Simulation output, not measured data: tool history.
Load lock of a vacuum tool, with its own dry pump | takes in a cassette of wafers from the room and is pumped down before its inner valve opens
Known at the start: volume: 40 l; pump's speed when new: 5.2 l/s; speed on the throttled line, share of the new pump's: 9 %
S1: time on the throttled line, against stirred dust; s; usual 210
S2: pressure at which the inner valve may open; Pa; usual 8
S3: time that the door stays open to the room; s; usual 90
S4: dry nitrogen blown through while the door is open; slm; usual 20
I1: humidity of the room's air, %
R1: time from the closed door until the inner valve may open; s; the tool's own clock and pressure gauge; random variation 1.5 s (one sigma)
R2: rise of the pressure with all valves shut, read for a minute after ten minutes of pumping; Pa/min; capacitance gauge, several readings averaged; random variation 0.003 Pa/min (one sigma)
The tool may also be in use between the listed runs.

Run 1, hour 0: usual settings; I1 44.4. Result: R1 271.2 s, R2 0.066 Pa/min.
Run 2, hour 255.9: usual settings; I1 42.5. Result: R1 271.1 s, R2 0.068 Pa/min.
Run 3, hour 397.3: usual settings; I1 45.3. Result: R1 271.6 s, R2 0.08 Pa/min.
Run 4, hour 663.9: usual settings but S3 81 s; I1 45.3. Result: R1 270 s, R2 0.077 Pa/min.
Run 5, hour 900.1: usual settings; I1 46.4. Result: R1 273.1 s, R2 0.101 Pa/min.
Run 6, hour 1093.1: usual settings; I1 46.1. Result: R1 271.3 s, R2 0.099 Pa/min.
Run 7, hour 1309.4: usual settings; I1 42.6. Result: R1 273.7 s, R2 0.101 Pa/min.
Run 8, hour 1554.4: usual settings; I1 47. Result: R1 271.7 s, R2 0.127 Pa/min.
Run 9, hour 1763.5: usual settings but S2 9 Pa; I1 42.7. Result: R1 270 s, R2 0.13 Pa/min.
Run 10, hour 1997.1: usual settings but S2 9 Pa; I1 43.2. Result: R1 272.1 s, R2 0.142 Pa/min.
Run 11, hour 2146.2: usual settings but S2 9 Pa; I1 43.2. Result: R1 269.3 s, R2 0.154 Pa/min.
Run 12, hour 2270.1: usual settings but S1 128 s, S3 35 s, S4 18 slm; I1 45.6. Result: R1 200.4 s, R2 0.139 Pa/min.
Run 13, hour 2546.3: usual settings but S1 124 s, S3 53 s; I1 46.1. Result: R1 197.7 s, R2 0.165 Pa/min.
Run 14, hour 2819.7: usual settings but S1 373 s, S2 12 Pa; I1 48.6. Result: R1 415.5 s, R2 0.204 Pa/min.
Run 15, hour 3056.2: usual settings but S2 14 Pa, S3 161 s, S4 18 slm; I1 44.4. Result: R1 266.4 s, R2 0.239 Pa/min.
Run 16, hour 3228.7: usual settings but S2 14 Pa, S3 161 s, S4 5 slm; I1 46.2. Result: R1 267.8 s, R2 0.3 Pa/min.
Run 17, hour 3363.7: usual settings but S2 14 Pa, S3 161 s, S4 5 slm; I1 49.4. Result: R1 269.2 s, R2 0.312 Pa/min.
Run 18, hour 3622.8: usual settings but S2 14 Pa, S3 161 s, S4 5 slm; I1 44. Result: R1 267.4 s, R2 0.32 Pa/min.

Forecast each of these 4 alternatives for the next run:
Run A, hour 3893: usual settings but S1 315 s, S2 13 Pa, S3 31 s; I1 42.8. Result: R1 ?, R2 ?.
Run B, hour 3893: usual settings but S2 12 Pa, S3 161 s, S4 30 slm; I1 42.1. Result: R1 ?, R2 ?.
Run C, hour 3893: usual settings but S1 203 s, S2 14 Pa, S3 161 s, S4 5 slm; I1 44.7. Result: R1 ?, R2 ?.
Run D, hour 3893: usual settings but S1 172 s, S2 14 Pa, S3 215 s, S4 11 slm; I1 47.3. Result: R1 ?, R2 ?.

run     R1     R2
  A  360.9  0.258
  B  271.2  0.296
  C  261.5  0.342
  D  237.1  0.357
Without the tool's hidden state the same runs would have given:
run     R1     R2
  A  353.1   0.03
  B  261.3  0.066
  C    252  0.113
  D  226.9  0.128
